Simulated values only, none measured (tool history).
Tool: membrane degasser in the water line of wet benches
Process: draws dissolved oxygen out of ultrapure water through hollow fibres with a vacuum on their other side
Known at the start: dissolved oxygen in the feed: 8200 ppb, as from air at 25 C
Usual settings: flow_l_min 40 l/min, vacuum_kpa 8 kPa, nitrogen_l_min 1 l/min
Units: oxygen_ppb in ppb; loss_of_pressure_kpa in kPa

run     day  flow_l_min  vacuum_kpa  nitrogen_l_min  oxygen_ppb  loss_of_pressure_kpa
  1       0          40           8               1       382.8                 63.56
  2    5.85          40           8               1       383.6                 63.69
  3  10.262          40           8               1       382.8                 63.59
  4  15.183          40           8               1       383.5                 63.43
  5  20.458          40           8               1       384.1                 62.97
  6  28.146          40           8            1.66       258.4                 62.93
  7  35.908          40           8            1.66         258                  63.8
  8  41.158          40           8               1       381.1                 63.17
  9  48.675          40           8               1       383.7                 63.19
 10  53.612          26           8               1         263                 40.96
 11  59.175          40           8               1       382.2                  62.8
 12  63.508          40           8               1       383.3                 62.54
     68.875  -- vacuum gauge calibrated
 13  70.283          40           8               1       383.5                 62.28
 14   78.35          40           8               1       381.2                 62.32
 15  85.671          40           8               1       382.8                 62.02
 16  91.254          40           8               1       381.8                  62.4
 17  95.512          44           8               1         418                 68.77
 18  98.862          51        6.56            2.08       215.7                 79.45

The next listed run, before its measurement:
 19  106.283          49           8            2.47           ?                     ?

Run 19 gave oxygen_ppb 241.2 ppb, loss_of_pressure_kpa 76.14 kPa.
Without the tool's hidden state the same run would have given oxygen_ppb 241.2 ppb, loss_of_pressure_kpa 77.98 kPa.
